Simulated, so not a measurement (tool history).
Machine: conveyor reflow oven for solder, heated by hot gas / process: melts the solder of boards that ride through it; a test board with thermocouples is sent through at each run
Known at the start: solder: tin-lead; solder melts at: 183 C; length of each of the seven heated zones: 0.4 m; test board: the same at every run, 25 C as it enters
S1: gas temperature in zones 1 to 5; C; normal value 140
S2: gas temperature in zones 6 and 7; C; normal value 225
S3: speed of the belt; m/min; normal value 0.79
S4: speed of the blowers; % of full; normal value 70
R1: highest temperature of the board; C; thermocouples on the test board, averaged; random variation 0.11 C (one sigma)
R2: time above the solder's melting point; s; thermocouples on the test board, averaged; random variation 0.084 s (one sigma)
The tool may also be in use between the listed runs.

Run 1, hour 0: usual settings. Result: R1 210.2 C, R2 41.72 s.
Run 2, hour 14.1: usual settings. Result: R1 210.2 C, R2 41.47 s.
Run 3, hour 22.4: usual settings. Result: R1 210.3 C, R2 41.63 s.
Run 4, hour 40.1: usual settings. Result: R1 210.4 C, R2 41.54 s.
At hour 45: belt drive overhauled, speed set with a stopwatch.
Run 5, hour 61.1: usual settings but S4 72 % of full. Result: R1 210.7 C, R2 41.93 s.
Run 6, hour 78: usual settings but S4 72 % of full. Result: R1 210.8 C, R2 41.96 s.
Run 7, hour 90.1: usual settings but S2 222 C, S3 0.859 m/min, S4 72 % of full. Result: R1 205.5 C, R2 33.95 s.
Run 8, hour 107.1: usual settings but S1 129 C, S2 214 C, S3 0.751 m/min, S4 56 % of full. Result: R1 195.9 C, R2 24.48 s.
At hour 117.3: belt drive overhauled, speed set with a stopwatch, once more.
Run 9, hour 119.4: usual settings but S1 129 C, S2 214 C, S3 0.751 m/min, S4 56 % of full. Result: R1 195.6 C, R2 24.23 s.
Run 10, hour 129.3: usual settings but S1 129 C, S2 214 C, S3 0.751 m/min, S4 56 % of full. Result: R1 195.7 C, R2 24.3 s.
Run 11, hour 139.4: usual settings but S1 149 C, S4 53 % of full. Result: R1 206.6 C, R2 39.96 s.

Branching from run 11: 3 alternative next runs. What would each branch give?
Run A, hour 151.4: usual settings but S1 151 C, S2 229 C, S4 51 % of full. Result: R1 ?, R2 ?.
Run B, hour 151.4: usual settings but S1 127 C, S2 220 C, S4 59 % of full. Result: R1 ?, R2 ?.
Run C, hour 151.4: usual settings but S1 133 C, S4 81 % of full. Result: R1 ?, R2 ?.

run     R1     R2
  A  209.6  42.92
  B  199.4  26.79
  C  211.2  40.49
Without the tool's unlogged condition, the same runs would have read:
run     R1     R2
  A  209.3  42.78
  B  199.3  26.93
  C  211.2  40.74
